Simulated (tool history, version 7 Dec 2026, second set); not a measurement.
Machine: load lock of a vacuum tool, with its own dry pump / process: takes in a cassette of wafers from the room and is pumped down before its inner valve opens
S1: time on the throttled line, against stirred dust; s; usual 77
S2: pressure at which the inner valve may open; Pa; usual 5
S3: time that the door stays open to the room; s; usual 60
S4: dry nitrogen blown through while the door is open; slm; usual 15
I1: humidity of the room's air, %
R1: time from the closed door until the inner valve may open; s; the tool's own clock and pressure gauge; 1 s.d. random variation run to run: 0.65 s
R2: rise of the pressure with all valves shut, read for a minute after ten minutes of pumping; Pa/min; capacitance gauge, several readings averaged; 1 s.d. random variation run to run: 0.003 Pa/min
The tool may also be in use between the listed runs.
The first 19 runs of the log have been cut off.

run 20 day=218.025 | S1=46 S2=6 S3=181 S4=32 | I1=48.7 | R1=120.2 R2=0.076
run 21 day=229.538 | S1=80 S2=10 S3=60 S4=24 | I1=46.4 | R1=140.3 R2=0.078
run 22 day=239.938 | S1=40 S2=10 S3=54 S4=24 | I1=44.2 | R1=110.8 R2=0.09
run 23 day=253.646 | S1=58 S2=8 S3=110 S4=40 | I1=46.1 | R1=125.6 R2=0.079
run 24 day=260.596 | S1=58 S2=10 S3=110 S4=40 | I1=45.5 | R1=125 R2=0.082
run 25 day=273.333 | S1=131 S2=7 S3=60 S4=19 | I1=43.1 | R1=181.9 R2=0.084
run 26 day=283.771 | S1=49 S2=4 S3=33 S4=45 | I1=43.3 | R1=127.1 R2=0.08
run 27 day=290.629 | S1=45 S2=7 S3=31 S4=6 | I1=44.2 | R1=119.4 R2=0.103
run 28 day=300.329 | S1=45 S2=7 S3=31 S4=6 | I1=47.2 | R1=120.7 R2=0.094
run 29 day=312.583 | S1=77 S2=5 S3=60 S4=15 | I1=44.1 | R1=145.9 R2=0.093
run 30 day=324.954 | S1=77 S2=5 S3=60 S4=15 | I1=46.1 | R1=147 R2=0.097
run 31 day=338.796 | S1=46 S2=5 S3=162 S4=11 | I1=45.9 | R1=124.3 R2=0.114
run 32 day=347.333 | S1=74 S2=5 S3=101 S4=11 | I1=44.8 | R1=144.8 R2=0.108
run 33 day=354.071 | S1=77 S2=8 S3=60 S4=15 | I1=46.4 | R1=143.3 R2=0.103
run 34 day=363.338 | S1=118 S2=6 S3=84 S4=7 | I1=44.7 | R1=176.1 R2=0.112
run 35 day=369.733 | S1=118 S2=6 S3=84 S4=7 | I1=45.9 | R1=176.4 R2=0.118

Here are 5 independent what-if runs from the current tool condition. What would each one return?
-- day=370.754 dry pump taken out, an overhauled one fitted
run A day=375.892 | S1=118 S2=6 S3=68 S4=7 | I1=44.4 | R1=? R2=?
-- day=370.754 dry pump taken out, an overhauled one fitted
run B day=375.892 | S1=77 S2=5 S3=90 S4=14 | I1=44.9 | R1=? R2=?
-- day=370.754 dry pump taken out, an overhauled one fitted
run C day=375.892 | S1=100 S2=6 S3=84 S4=4 | I1=47 | R1=? R2=?
-- day=370.754 dry pump taken out, an overhauled one fitted
run D day=375.892 | S1=118 S2=4 S3=48 S4=7 | I1=42.4 | R1=? R2=?
-- day=370.754 dry pump taken out, an overhauled one fitted
run E day=375.892 | S1=104 S2=8 S3=84 S4=17 | I1=45.2 | R1=? R2=?

run=A R1=165.1 R2=0.111
run=B R1=133.6 R2=0.109
run=C R1=149.1 R2=0.119
run=D R1=168.8 R2=0.104
run=E R1=150.8 R2=0.102
Take away the tool's hidden state, keep each run's random variation, and the runs would have read:
run=A R1=165 R2=0.027
run=B R1=133.5 R2=0.025
run=C R1=149 R2=0.038
run=D R1=168.7 R2=0.021
run=E R1=150.7 R2=0.019
